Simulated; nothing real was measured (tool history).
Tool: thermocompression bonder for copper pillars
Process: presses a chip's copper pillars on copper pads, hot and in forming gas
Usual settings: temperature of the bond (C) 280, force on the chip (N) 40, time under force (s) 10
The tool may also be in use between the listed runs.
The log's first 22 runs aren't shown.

| run | hour | temperature of the bond (C) | force on the chip (N) | time under force (s) | force that shears a chip off (N) |
|---|---|---|---|---|---|
| 23 | 279.5 | 280 | 42 | 10 | 55.1 |
| 24 | 288.4 | 280 | 42 | 10 | 53.3 |
| 25 | 297.4 | 280 | 38 | 11 | 53.0 |
| 26 | 305.0 | 280 | 38 | 11 | 52.1 |
|  | 314.1 | forming gas filter changed |
| 27 | 316.6 | 272 | 45 | 14 | 63.2 |
| 28 | 330.4 | 265 | 31 | 10 | 42.1 |
| 29 | 340.7 | 265 | 33 | 7 | 39.2 |
| 30 | 348.3 | 257 | 40 | 10 | 44.9 |
| 31 | 365.1 | 255 | 44 | 14 | 53.2 |
| 32 | 377.9 | 255 | 44 | 14 | 52.7 |
| 33 | 389.3 | 255 | 44 | 14 | 51.9 |
| 34 | 401.2 | 280 | 58 | 10 | 68.6 |
| 35 | 415.0 | 280 | 40 | 30 | 75.1 |
| 36 | 422.6 | 280 | 40 | 30 | 75.1 |
| 37 | 439.8 | 280 | 34 | 10 | 52.5 |
| 38 | 452.9 | 280 | 34 | 10 | 51.6 |
| 39 | 461.8 | 280 | 37 | 10 | 53.6 |

Forecast each of these 4 alternatives for the next run:
| A | 475.8 | 280 | 28 | 28 | ? |
| B | 475.8 | 267 | 40 | 10 | ? |
| C | 475.8 | 280 | 40 | 9 | ? |
| D | 475.8 | 257 | 37 | 6 | ? |

| run | force that shears a chip off (N) |
|---|---|
| A | 63.7 |
| B | 50.3 |
| C | 55.3 |
| D | 35.9 |
Without the tool's hidden state the same runs would have given:
| run | force that shears a chip off (N) |
|---|---|
| A | 64.5 |
| B | 50.9 |
| C | 55.8 |
| D | 36.2 |

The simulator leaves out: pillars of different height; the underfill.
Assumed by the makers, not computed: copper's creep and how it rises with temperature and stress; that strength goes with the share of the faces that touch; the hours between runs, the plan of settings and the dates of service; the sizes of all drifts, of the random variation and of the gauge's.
